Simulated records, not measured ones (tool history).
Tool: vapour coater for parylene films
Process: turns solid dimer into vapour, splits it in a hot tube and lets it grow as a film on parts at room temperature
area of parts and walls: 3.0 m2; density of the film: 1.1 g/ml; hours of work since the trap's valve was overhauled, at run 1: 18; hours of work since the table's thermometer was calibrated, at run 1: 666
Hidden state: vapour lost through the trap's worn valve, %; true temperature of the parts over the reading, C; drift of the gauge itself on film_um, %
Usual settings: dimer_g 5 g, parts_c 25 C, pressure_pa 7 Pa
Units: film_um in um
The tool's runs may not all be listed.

| run | day | dimer_g | parts_c | pressure_pa | hours of work since the trap's valve was overhauled | hours of work since the table's thermometer was calibrated | film_um |
|---|---|---|---|---|---|---|---|
| 1 | 0 | 5 | 25 | 7 | 18 | 666 | 0.757 |
| 2 | 1.108 | 5 | 25 | 7 | 31 | 679 | 0.756 |
| 3 | 2.488 | 5 | 25 | 7 | 47 | 696 | 0.756 |
| 4 | 3.396 | 8 | 25 | 7 | 58 | 707 | 1.172 |
| 5 | 4.362 | 5 | 25 | 8.18 | 70 | 718 | 0.719 |
| 6 | 5.475 | 5 | 25 | 8.18 | 83 | 731 | 0.718 |
| 7 | 7.029 | 5 | 25 | 8.18 | 101 | 750 | 0.707 |
| 8 | 8.588 | 5 | 32 | 7 | 120 | 768 | 0.515 |
| 9 | 9.438 | 5 | 32 | 7 | 130 | 778 | 0.53 |
| 10 | 10.417 | 2 | 32 | 7 | 142 | 790 | 0.194 |
| 11 | 11.733 | 5 | 25 | 7.86 | 157 | 806 | 0.71 |
| 12 | 13.204 | 5 | 25 | 4.09 | 175 | 823 | 0.76 |
| 13 | 14.067 | 5 | 25 | 7 | 185 | 833 | 0.71 |
| 14 | 14.817 | 5 | 25 | 3.02 | 194 | 842 | 0.801 |
| 15 | 16.325 | 5 | 25 | 3.02 | 212 | 860 | 0.788 |
| 16 | 17.592 | 5 | 25 | 3.02 | 227 | 875 | 0.796 |
| 17 | 18.338 | 5 | 25 | 3.02 | 236 | 884 | 0.783 |
| 18 | 19.85 | 5 | 25 | 3.02 | 254 | 902 | 0.769 |
| 19 | 20.554 | 5 | 25 | 7 | 262 | 910 | 0.676 |
| 20 | 21.971 | 5 | 25 | 11.15 | 279 | 927 | 0.624 |
|  | 22.083 | table's thermometer calibrated |
| 21 | 23.483 | 7 | 34 | 8.3 | 296 | 17 | 0.621 |
|  | 24.279 | trap's valve overhauled |
| 22 | 25.075 | 5 | 31 | 5.41 | 9 | 34 | 0.615 |
| 23 | 26.221 | 5 | 26 | 7 | 23 | 47 | 0.734 |
| 24 | 27.417 | 5 | 26 | 7 | 37 | 61 | 0.738 |
| 25 | 28.638 | 5 | 24 | 5.15 | 52 | 76 | 0.847 |
| 26 | 30.125 | 5 | 24 | 5.15 | 69 | 94 | 0.83 |
|  | 30.608 | table's thermometer calibrated, once more |
| 27 | 31.496 | 4 | 26 | 9.55 | 85 | 11 | 0.52 |
| 28 | 32.683 | 7 | 25 | 2.04 | 99 | 25 | 1.241 |
| 29 | 33.667 | 5 | 23 | 2.36 | 111 | 36 | 0.95 |
| 30 | 34.546 | 9 | 25 | 7 | 121 | 47 | 1.317 |
| 31 | 35.625 | 5 | 25 | 5.45 | 134 | 60 | 0.753 |
| 32 | 36.362 | 5 | 25 | 5.45 | 143 | 68 | 0.745 |
| 33 | 37.746 | 9 | 34 | 10.53 | 159 | 85 | 0.792 |
| 34 | 39.012 | 9 | 34 | 10.53 | 175 | 100 | 0.786 |
| 35 | 40.475 | 5 | 29 | 7 | 192 | 117 | 0.586 |

The next listed run, before its measurement:
| 36 | 41.754 | 4 | 29 | 7 | 207 | 132 | ? |

{"run 36": {"film_um": 0.47}}
Without the tool's hidden state the same run would have given film_um 0.506 um.
